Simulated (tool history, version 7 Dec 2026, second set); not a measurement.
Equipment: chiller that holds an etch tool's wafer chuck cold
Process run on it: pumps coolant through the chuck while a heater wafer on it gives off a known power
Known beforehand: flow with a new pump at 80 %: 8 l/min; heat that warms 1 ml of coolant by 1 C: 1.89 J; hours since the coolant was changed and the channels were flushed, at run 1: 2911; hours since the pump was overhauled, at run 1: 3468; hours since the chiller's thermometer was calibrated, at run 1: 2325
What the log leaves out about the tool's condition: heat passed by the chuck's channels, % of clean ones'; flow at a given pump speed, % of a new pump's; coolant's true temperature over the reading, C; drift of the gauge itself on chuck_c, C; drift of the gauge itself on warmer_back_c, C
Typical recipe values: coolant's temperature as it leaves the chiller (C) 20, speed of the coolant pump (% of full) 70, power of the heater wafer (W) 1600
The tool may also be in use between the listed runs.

run,hour,coolant's temperature as it leaves the chiller (C),speed of the coolant pump (% of full),power of the heater wafer (W),hours since the coolant was changed and the channels were flushed,hours since the pump was overhauled,hours since the chiller's thermometer was calibrated,chuck's temperature once it has settled (C),how much warmer the coolant comes back (C)
1,0,20,70,1600,2911,3468,2325,33.8,7.44
2,80.5,20,70,1600,2992,3549,2405,33.4,7.38
3,160.6,20,70,1600,3072,3629,2485,33.7,7.28
# hour 169.7: chiller's thermometer calibrated
4,223.3,20,70,1600,3134,3691,54,33.7,7.34
5,287.9,20,70,1600,3198,3755,118,33.9,7.41
6,375.1,20,70,1600,3285,3842,205,33.8,7.28
7,474.9,16,70,1600,3385,3942,305,29.7,7.35
8,545.4,20,70,813,3456,4013,376,26.9,3.69
9,626.5,20,70,813,3537,4094,457,26.8,3.71
10,679.9,20,70,813,3590,4147,510,27,3.69
11,777.2,12,70,1600,3687,4245,607,25.6,7.28
12,854.2,12,70,1600,3764,4321,684,25.6,7.26
13,913.5,12,70,1600,3824,4381,744,25.7,7.31
14,993.4,12,70,1600,3904,4461,824,25.8,7.31
15,1055.4,20,70,1138,3966,4523,886,29.7,5.07
16,1131.1,11,80,1245,4041,4598,961,20.7,4.85
17,1207.8,16,98,1950,4118,4675,1038,29.1,6.1
18,1282.5,18,92,1087,4193,4750,1113,25.6,3.61
19,1346.1,22,92,998,4256,4813,1176,28.9,3.27
20,1456.1,20,70,1038,4366,4923,1286,28.9,4.62
21,1569.8,20,70,1038,4480,5037,1400,28.6,4.66
22,1658.6,20,70,1038,4569,5126,1489,28.8,4.62
# hour 1773: coolant changed, channels flushed
23,1781.1,17,61,1600,8,5242,1605,32.1,8.46
24,1857.7,17,61,1600,85,5319,1682,32.2,8.48
25,1929.7,21,80,1239,157,5391,1754,30.5,4.72

The logged runs with the hidden state left out (each run's random variation unchanged):
run,how much warmer the coolant comes back (C)
1,7.43
2,7.38
3,7.28
4,7.35
5,7.43
6,7.3
7,7.39
8,3.74
9,3.77
10,3.76
11,7.35
12,7.33
13,7.39
14,7.4
15,5.17
16,4.96
17,6.22
18,3.73
19,3.4
20,4.76
21,4.81
22,4.78
23,8.63
24,8.65
25,4.91
chuck's temperature once it has settled (C) without the hidden state stays within 0.1 of what was measured, in all runs.

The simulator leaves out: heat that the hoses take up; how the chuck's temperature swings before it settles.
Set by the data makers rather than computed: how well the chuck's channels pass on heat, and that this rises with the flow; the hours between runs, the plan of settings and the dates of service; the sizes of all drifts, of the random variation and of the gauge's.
